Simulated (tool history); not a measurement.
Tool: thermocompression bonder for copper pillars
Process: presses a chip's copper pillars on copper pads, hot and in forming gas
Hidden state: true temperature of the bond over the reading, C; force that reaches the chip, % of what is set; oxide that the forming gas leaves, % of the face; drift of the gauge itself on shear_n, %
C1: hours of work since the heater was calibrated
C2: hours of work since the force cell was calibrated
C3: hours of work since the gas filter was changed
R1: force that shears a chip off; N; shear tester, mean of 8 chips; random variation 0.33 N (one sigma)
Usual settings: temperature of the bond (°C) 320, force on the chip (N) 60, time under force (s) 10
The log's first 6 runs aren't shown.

run 7 hour=236.5 | temperature_of_the_bond_(°C)=320 force_on_the_chip_(N)=60 time_under_force_(s)=12 | C1=720 C2=875 C3=149 | R1=66.4
run 8 hour=291.5 | temperature_of_the_bond_(°C)=320 force_on_the_chip_(N)=60 time_under_force_(s)=12 | C1=757 C2=912 C3=185 | R1=66.1
run 9 hour=328.6 | temperature_of_the_bond_(°C)=320 force_on_the_chip_(N)=60 time_under_force_(s)=12 | C1=781 C2=936 C3=210 | R1=66.7
run 10 hour=367.2 | temperature_of_the_bond_(°C)=320 force_on_the_chip_(N)=60 time_under_force_(s)=20 | C1=807 C2=962 C3=235 | R1=79.1
run 11 hour=398.7 | temperature_of_the_bond_(°C)=320 force_on_the_chip_(N)=60 time_under_force_(s)=20 | C1=828 C2=983 C3=256 | R1=78.8
run 12 hour=435.4 | temperature_of_the_bond_(°C)=320 force_on_the_chip_(N)=60 time_under_force_(s)=20 | C1=852 C2=1007 C3=280 | R1=79.2
run 13 hour=479.8 | temperature_of_the_bond_(°C)=320 force_on_the_chip_(N)=60 time_under_force_(s)=20 | C1=881 C2=1036 C3=310 | R1=78.9
run 14 hour=531.3 | temperature_of_the_bond_(°C)=320 force_on_the_chip_(N)=60 time_under_force_(s)=10 | C1=915 C2=1071 C3=344 | R1=62.3
-- hour=572.0 forming gas filter changed
run 15 hour=572.0 | temperature_of_the_bond_(°C)=320 force_on_the_chip_(N)=60 time_under_force_(s)=10 | C1=942 C2=1097 C3=0 | R1=62.7
run 16 hour=606.0 | temperature_of_the_bond_(°C)=320 force_on_the_chip_(N)=60 time_under_force_(s)=10 | C1=965 C2=1120 C3=23 | R1=61.6
run 17 hour=640.8 | temperature_of_the_bond_(°C)=320 force_on_the_chip_(N)=60 time_under_force_(s)=10 | C1=988 C2=1143 C3=46 | R1=61.6
run 18 hour=665.9 | temperature_of_the_bond_(°C)=320 force_on_the_chip_(N)=60 time_under_force_(s)=10 | C1=1004 C2=1159 C3=62 | R1=62.2
run 19 hour=690.3 | temperature_of_the_bond_(°C)=320 force_on_the_chip_(N)=60 time_under_force_(s)=10 | C1=1021 C2=1176 C3=78 | R1=61.5
run 20 hour=739.5 | temperature_of_the_bond_(°C)=320 force_on_the_chip_(N)=60 time_under_force_(s)=10 | C1=1053 C2=1208 C3=111 | R1=62.0
run 21 hour=796.7 | temperature_of_the_bond_(°C)=301 force_on_the_chip_(N)=37 time_under_force_(s)=5 | C1=1091 C2=1246 C3=149 | R1=27.7
run 22 hour=832.7 | temperature_of_the_bond_(°C)=329 force_on_the_chip_(N)=60 time_under_force_(s)=8 | C1=1115 C2=1270 C3=173 | R1=62.0
run 23 hour=862.7 | temperature_of_the_bond_(°C)=329 force_on_the_chip_(N)=60 time_under_force_(s)=18 | C1=1135 C2=1290 C3=193 | R1=83.2
run 24 hour=897.2 | temperature_of_the_bond_(°C)=320 force_on_the_chip_(N)=60 time_under_force_(s)=18 | C1=1158 C2=1313 C3=216 | R1=76.5

The next listed run, before its measurement:
run 25 hour=947.9 | temperature_of_the_bond_(°C)=328 force_on_the_chip_(N)=77 time_under_force_(s)=24 | C1=1191 C2=1346 C3=249 | R1=?

R1: 99.6 N
Without the tool's hidden state the same run would have given R1 99.7 N.
